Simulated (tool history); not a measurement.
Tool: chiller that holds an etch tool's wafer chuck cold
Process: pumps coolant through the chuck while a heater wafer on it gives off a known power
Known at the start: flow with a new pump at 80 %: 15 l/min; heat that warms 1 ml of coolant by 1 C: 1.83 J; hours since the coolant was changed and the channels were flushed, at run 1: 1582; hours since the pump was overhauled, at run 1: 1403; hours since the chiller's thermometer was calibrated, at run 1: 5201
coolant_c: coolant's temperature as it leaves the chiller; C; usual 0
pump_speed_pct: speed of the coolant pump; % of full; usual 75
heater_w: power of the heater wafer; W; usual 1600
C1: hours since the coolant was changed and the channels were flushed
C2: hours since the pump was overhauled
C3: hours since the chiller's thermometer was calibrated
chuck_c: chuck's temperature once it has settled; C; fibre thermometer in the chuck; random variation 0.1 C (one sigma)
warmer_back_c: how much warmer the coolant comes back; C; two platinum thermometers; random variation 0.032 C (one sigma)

Run 1, hour 0.0: usual settings; C1 1582; C2 1403; C3 5201. Result: chuck_c 19.5 C, warmer_back_c 3.88 C.
Run 2, hour 33.8: usual settings; C1 1616; C2 1436; C3 5235. Result: chuck_c 19.6 C, warmer_back_c 3.85 C.
Run 3, hour 75.3: usual settings; C1 1657; C2 1478; C3 5276. Result: chuck_c 19.5 C, warmer_back_c 3.89 C.
Run 4, hour 105.3: usual settings; C1 1687; C2 1508; C3 5306. Result: chuck_c 19.4 C, warmer_back_c 3.89 C.
Run 5, hour 140.6: usual settings; C1 1722; C2 1543; C3 5342. Result: chuck_c 19.4 C, warmer_back_c 3.86 C.
Run 6, hour 161.3: usual settings; C1 1743; C2 1564; C3 5362. Result: chuck_c 19.5 C, warmer_back_c 3.89 C.
Run 7, hour 189.0: usual settings but pump_speed_pct 96 % of full; C1 1771; C2 1592; C3 5390. Result: chuck_c 16.4 C, warmer_back_c 3.04 C.
Run 8, hour 214.8: usual settings but pump_speed_pct 96 % of full; C1 1797; C2 1617; C3 5416. Result: chuck_c 16.6 C, warmer_back_c 3.01 C.
At hour 218.3: chiller's thermometer calibrated.
Run 9, hour 241.2: usual settings but coolant_c 7 C, heater_w 1248 W; C1 1822; C2 1643; C3 23. Result: chuck_c 22.2 C, warmer_back_c 3.02 C.
Run 10, hour 260.0: usual settings but pump_speed_pct 78 % of full, heater_w 943 W; C1 1841; C2 1662; C3 42. Result: chuck_c 11.2 C, warmer_back_c 2.17 C.
Run 11, hour 287.3: usual settings but coolant_c -9 C, pump_speed_pct 65 % of full, heater_w 1324 W; C1 1868; C2 1689; C3 69. Result: chuck_c 8.8 C, warmer_back_c 3.76 C.
Run 12, hour 309.5: usual settings but coolant_c -9 C, pump_speed_pct 65 % of full, heater_w 1324 W; C1 1890; C2 1711; C3 91. Result: chuck_c 8.8 C, warmer_back_c 3.63 C.
Run 13, hour 333.4: usual settings but coolant_c 2 C, heater_w 1001 W; C1 1914; C2 1735; C3 115. Result: chuck_c 14.1 C, warmer_back_c 2.42 C.
Run 14, hour 372.9: usual settings but heater_w 2142 W; C1 1954; C2 1775; C3 155. Result: chuck_c 26.3 C, warmer_back_c 5.17 C.
Run 15, hour 391.7: usual settings but coolant_c -1 C, pump_speed_pct 86 % of full, heater_w 1091 W; C1 1973; C2 1793; C3 173. Result: chuck_c 11.1 C, warmer_back_c 2.31 C.

Forecast each of these 4 alternatives for the next run:
At hour 400.0: chiller's thermometer calibrated, once more.
Run A, hour 412.4: usual settings but coolant_c 7 C, pump_speed_pct 86 % of full, heater_w 1060 W; C1 1992; C2 1813; C3 12. Result: chuck_c ?, warmer_back_c ?.
At hour 400.0: chiller's thermometer calibrated, once more.
Run B, hour 412.4: usual settings but heater_w 1309 W; C1 1992; C2 1813; C3 12. Result: chuck_c ?, warmer_back_c ?.
At hour 400.0: chiller's thermometer calibrated, once more.
Run C, hour 412.4: usual settings but pump_speed_pct 82 % of full, heater_w 982 W; C1 1992; C2 1813; C3 12. Result: chuck_c ?, warmer_back_c ?.
At hour 400.0: chiller's thermometer calibrated, once more.
Run D, hour 412.4: usual settings but coolant_c -4 C, pump_speed_pct 86 % of full, heater_w 1091 W; C1 1992; C2 1813; C3 12. Result: chuck_c ?, warmer_back_c ?.

run  chuck_c  warmer_back_c
  A     19.2           2.19
  B     16.3           3.20
  C     11.5           2.20
  D      8.2           2.29
Without the tool's hidden state the same runs would have given:
run  chuck_c  warmer_back_c
  A     18.3           2.12
  B     15.2           3.09
  C     10.7           2.12
  D      7.3           2.21
